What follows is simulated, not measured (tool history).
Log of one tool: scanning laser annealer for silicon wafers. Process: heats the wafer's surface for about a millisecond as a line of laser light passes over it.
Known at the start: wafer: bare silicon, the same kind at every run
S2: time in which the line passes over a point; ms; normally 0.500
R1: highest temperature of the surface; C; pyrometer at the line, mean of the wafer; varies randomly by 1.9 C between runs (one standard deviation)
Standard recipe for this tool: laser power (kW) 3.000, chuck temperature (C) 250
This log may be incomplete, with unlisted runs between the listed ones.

Run 1, hour 0.0: usual settings. Result: R1 1081 C.
Run 2, hour 11.2: usual settings. Result: R1 1087 C.
Run 3, hour 28.1: usual settings but S2 0.439 ms. Result: R1 1030 C.
Run 4, hour 44.0: usual settings but S2 0.439 ms. Result: R1 1029 C.
Run 5, hour 51.1: usual settings but S2 0.439 ms. Result: R1 1031 C.
Run 6, hour 60.4: usual settings but S2 0.439 ms. Result: R1 1034 C.
Run 7, hour 68.4: usual settings but S2 0.439 ms. Result: R1 1030 C.
Run 8, hour 77.8: usual settings. Result: R1 1087 C.
Run 9, hour 93.1: usual settings. Result: R1 1085 C.
Run 10, hour 101.4: usual settings. Result: R1 1086 C.
Run 11, hour 114.4: usual settings but laser power (kW) 2.706, chuck temperature (C) 268. Result: R1 1016 C.
Run 12, hour 130.2: usual settings but laser power (kW) 2.586, S2 0.481 ms, chuck temperature (C) 271. Result: R1 973 C.
Run 13, hour 139.4: usual settings but laser power (kW) 2.586, S2 0.481 ms, chuck temperature (C) 271. Result: R1 973 C.
Run 14, hour 155.9: usual settings but laser power (kW) 2.992, S2 0.559 ms, chuck temperature (C) 271. Result: R1 1153 C.
Run 15, hour 168.8: usual settings but laser power (kW) 3.005, S2 0.458 ms, chuck temperature (C) 257. Result: R1 1059 C.
Run 16, hour 178.2: usual settings but laser power (kW) 3.005, S2 0.458 ms, chuck temperature (C) 257. Result: R1 1056 C.
Run 17, hour 192.1: usual settings but laser power (kW) 2.576, S2 0.543 ms, chuck temperature (C) 239. Result: R1 983 C.
Run 18, hour 206.4: usual settings but laser power (kW) 2.576, S2 0.543 ms, chuck temperature (C) 239. Result: R1 983 C.

What if the next run were any one of these 4? Each begins from the tool's condition after run 18:
Run A, hour 217.4: usual settings but laser power (kW) 2.996, S2 0.543 ms, chuck temperature (C) 239. Result: R1 ?.
Run B, hour 217.4: usual settings but laser power (kW) 3.296, S2 0.392 ms, chuck temperature (C) 214. Result: R1 ?.
Run C, hour 217.4: usual settings but laser power (kW) 2.576, S2 0.543 ms, chuck temperature (C) 231. Result: R1 ?.
Run D, hour 217.4: usual settings but laser power (kW) 2.989, S2 0.535 ms, chuck temperature (C) 220. Result: R1 ?.

run    R1
  A  1108
  B  1026
  C   972
  D  1081
The same runs, with their run-to-run variation unchanged, on a tool lacking any hidden condition would have given:
run    R1
  A  1108
  B  1027
  C   973
  D  1081

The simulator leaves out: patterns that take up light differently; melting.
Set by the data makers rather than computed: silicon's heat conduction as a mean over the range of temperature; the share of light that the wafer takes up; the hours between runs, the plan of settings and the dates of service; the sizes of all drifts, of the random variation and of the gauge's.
